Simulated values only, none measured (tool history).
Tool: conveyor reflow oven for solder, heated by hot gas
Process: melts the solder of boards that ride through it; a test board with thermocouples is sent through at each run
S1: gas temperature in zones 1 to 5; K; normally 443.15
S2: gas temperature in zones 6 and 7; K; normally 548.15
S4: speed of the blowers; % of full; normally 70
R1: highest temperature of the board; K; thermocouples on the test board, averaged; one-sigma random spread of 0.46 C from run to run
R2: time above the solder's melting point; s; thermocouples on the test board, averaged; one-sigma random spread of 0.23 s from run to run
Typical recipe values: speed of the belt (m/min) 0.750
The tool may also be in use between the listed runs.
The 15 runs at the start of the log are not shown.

run 16 day=4.483 | S1=443.15 S2=548.15 speed_of_the_belt_(m/min)=0.750 S4=70 | R1=528.15 R2=47.8
run 17 day=4.858 | S1=443.15 S2=548.15 speed_of_the_belt_(m/min)=0.750 S4=70 | R1=529.05 R2=47.9
run 18 day=5.183 | S1=443.15 S2=548.15 speed_of_the_belt_(m/min)=0.750 S4=70 | R1=528.75 R2=47.7
run 19 day=5.433 | S1=443.15 S2=548.15 speed_of_the_belt_(m/min)=0.815 S4=59 | R1=522.25 R2=38.5
run 20 day=5.642 | S1=443.15 S2=548.15 speed_of_the_belt_(m/min)=0.756 S4=70 | R1=527.75 R2=47.3
run 21 day=6.004 | S1=443.15 S2=548.15 speed_of_the_belt_(m/min)=0.756 S4=70 | R1=528.65 R2=47.1
run 22 day=6.417 | S1=455.15 S2=548.15 speed_of_the_belt_(m/min)=0.680 S4=70 | R1=534.05 R2=60.0
run 23 day=6.662 | S1=455.15 S2=548.15 speed_of_the_belt_(m/min)=0.680 S4=70 | R1=533.95 R2=60.2
run 24 day=6.950 | S1=455.15 S2=548.15 speed_of_the_belt_(m/min)=0.680 S4=70 | R1=533.75 R2=60.3
run 25 day=7.179 | S1=455.15 S2=548.15 speed_of_the_belt_(m/min)=0.680 S4=70 | R1=533.15 R2=60.7
run 26 day=7.533 | S1=455.15 S2=548.15 speed_of_the_belt_(m/min)=0.680 S4=70 | R1=533.15 R2=60.1
run 27 day=7.754 | S1=455.15 S2=548.15 speed_of_the_belt_(m/min)=0.680 S4=67 | R1=534.15 R2=60.1
run 28 day=8.096 | S1=455.15 S2=559.15 speed_of_the_belt_(m/min)=0.680 S4=67 | R1=543.75 R2=64.3
run 29 day=8.404 | S1=440.15 S2=552.15 speed_of_the_belt_(m/min)=0.750 S4=56 | R1=526.75 R2=44.9
run 30 day=8.579 | S1=431.15 S2=536.15 speed_of_the_belt_(m/min)=0.613 S4=59 | R1=519.05 R2=49.3
run 31 day=8.962 | S1=446.15 S2=536.15 speed_of_the_belt_(m/min)=0.713 S4=76 | R1=521.75 R2=48.1

Alternative continuations, all from the tool just after run 31; predict every row:
run A day=9.233 | S1=444.15 S2=548.15 speed_of_the_belt_(m/min)=0.750 S4=56 | R1=? R2=?
run B day=9.233 | S1=443.15 S2=548.15 speed_of_the_belt_(m/min)=0.750 S4=68 | R1=? R2=?
run C day=9.233 | S1=455.15 S2=557.15 speed_of_the_belt_(m/min)=0.713 S4=76 | R1=? R2=?

run=A R1=523.65 R2=44.4
run=B R1=527.75 R2=47.5
run=C R1=540.55 R2=60.5
The same runs, with their run-to-run variation unchanged, on a tool lacking any hidden condition would have given:
run=A R1=523.85 R2=44.5
run=B R1=527.95 R2=47.6
run=C R1=540.75 R2=60.6

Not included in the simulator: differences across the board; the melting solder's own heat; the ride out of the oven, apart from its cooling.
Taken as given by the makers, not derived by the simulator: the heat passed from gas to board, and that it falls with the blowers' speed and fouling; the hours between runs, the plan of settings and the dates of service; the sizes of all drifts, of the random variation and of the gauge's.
